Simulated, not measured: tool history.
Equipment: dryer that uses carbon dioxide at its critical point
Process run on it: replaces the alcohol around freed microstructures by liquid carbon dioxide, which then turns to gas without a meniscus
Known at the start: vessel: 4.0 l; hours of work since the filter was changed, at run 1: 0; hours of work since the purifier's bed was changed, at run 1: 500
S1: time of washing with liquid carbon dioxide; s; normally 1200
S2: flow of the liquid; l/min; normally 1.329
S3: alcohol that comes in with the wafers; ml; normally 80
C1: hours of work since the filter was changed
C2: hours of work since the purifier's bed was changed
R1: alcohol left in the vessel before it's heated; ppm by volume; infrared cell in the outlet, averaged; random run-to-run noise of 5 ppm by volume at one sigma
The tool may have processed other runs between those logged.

{"run": 1, "hour": 0.0, "S1": 1200, "S2": 1.329, "S3": 80, "C1": 0, "C2": 500, "R1": 59}
{"run": 2, "hour": 21.6, "S1": 1200, "S2": 1.329, "S3": 80, "C1": 11, "C2": 511, "R1": 53}
{"run": 3, "hour": 47.3, "S1": 1200, "S2": 1.329, "S3": 88, "C1": 24, "C2": 524, "R1": 63}
{"run": 4, "hour": 90.9, "S1": 1200, "S2": 1.329, "S3": 88, "C1": 46, "C2": 546, "R1": 78}
{"run": 5, "hour": 132.4, "S1": 1200, "S2": 1.329, "S3": 88, "C1": 67, "C2": 567, "R1": 71}
{"run": 6, "hour": 177.9, "S1": 1200, "S2": 0.89, "S3": 80, "C1": 90, "C2": 590, "R1": 345}
{"run": 7, "hour": 228.4, "S1": 1200, "S2": 1.329, "S3": 96, "C1": 116, "C2": 616, "R1": 89}
{"run": 8, "hour": 270.9, "S1": 1200, "S2": 1.329, "S3": 80, "C1": 137, "C2": 638, "R1": 89}

Expected results for the next run?
{"run": 9, "hour": 293.4, "S1": 1200, "S2": 0.94, "S3": 31, "C1": 149, "C2": 649, "R1": "?"}

{"run 9": {"R1": 150}}
If the tool had no hidden condition, the same run with the same run-to-run variation would have returned R1 69 ppm by volume.
